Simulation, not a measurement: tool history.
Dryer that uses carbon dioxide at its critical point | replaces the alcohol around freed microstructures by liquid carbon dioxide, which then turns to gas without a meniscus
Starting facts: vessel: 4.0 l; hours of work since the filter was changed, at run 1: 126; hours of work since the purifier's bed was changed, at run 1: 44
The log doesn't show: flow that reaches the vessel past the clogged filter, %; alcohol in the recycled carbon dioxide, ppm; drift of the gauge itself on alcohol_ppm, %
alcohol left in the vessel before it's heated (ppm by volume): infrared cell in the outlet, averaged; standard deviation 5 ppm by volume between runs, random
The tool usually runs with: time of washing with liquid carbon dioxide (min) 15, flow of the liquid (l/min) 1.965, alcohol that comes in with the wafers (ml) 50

run	hour	time of washing with liquid carbon dioxide (min)	flow of the liquid (l/min)	alcohol that comes in with the wafers (ml)	hours of work since the filter was changed	hours of work since the purifier's bed was changed	alcohol left in the vessel before it's heated (ppm by volume)
1	0	15	1.965	50	126	44	61
2	28.7	15	1.34	50	148	66	290
# hour 51.2: inlet filter changed
3	60.9	15	1.34	50	8	91	218
4	91.7	15	1.34	50	32	115	231
5	109.7	15	1.34	50	46	129	250
6	139.9	15	1.965	50	69	152	46
7	161.2	15	1.965	50	86	169	55
8	176.8	15	1.965	23	98	181	33
9	208.2	15	1.965	23	123	206	47
10	231.7	15	1.965	23	141	224	49
11	253.4	15	1.965	23	158	241	53
# hour 263.3: inlet filter changed
12	287.4	15	1.965	23	19	267	37
13	313.1	15	1.965	23	39	287	47
14	331	15	1.965	23	53	301	50
15	346.5	15	1.965	23	65	313	49
16	369.8	15	1.965	23	83	332	41
17	395.9	18	1.965	23	104	352	39
18	415	16	1.965	50	119	367	78
19	447.2	11	2.58	43	144	392	91
# hour 474.3: inlet filter changed
20	474.3	17	1.965	87	0	413	61
21	502.2	23	2.02	50	22	435	45
22	532.5	18	1.41	24	46	458	85
23	564.3	18	1.41	24	70	483	88
24	593.8	11	1.965	50	94	506	229
25	620.8	11	2.09	100	115	527	351
26	638.5	15	2.75	100	129	541	64

Some steps in alcohol left in the vessel before it's heated (ppm by volume), run to run, broken into two amounts with sign: the step expected even without the hidden condition (settings, incoming material, random variation), and the rest, left for the hidden condition together with whatever gauge scatter is not in both the measured and the hidden-condition-free result:
Run 1 -> 2: flow of the liquid (l/min) 1.965 -> 1.34. alcohol left in the vessel before it's heated (ppm by volume) +229: hidden state +74, all else +155.
Run 2 -> 3: inlet filter changed. alcohol left in the vessel before it's heated (ppm by volume) -72: hidden state -80, all else +8.
Run 25 -> 26: time of washing with liquid carbon dioxide (min) 11 -> 15, flow of the liquid (l/min) 2.09 -> 2.75. alcohol left in the vessel before it's heated (ppm by volume) -287: hidden state -83, all else -204.

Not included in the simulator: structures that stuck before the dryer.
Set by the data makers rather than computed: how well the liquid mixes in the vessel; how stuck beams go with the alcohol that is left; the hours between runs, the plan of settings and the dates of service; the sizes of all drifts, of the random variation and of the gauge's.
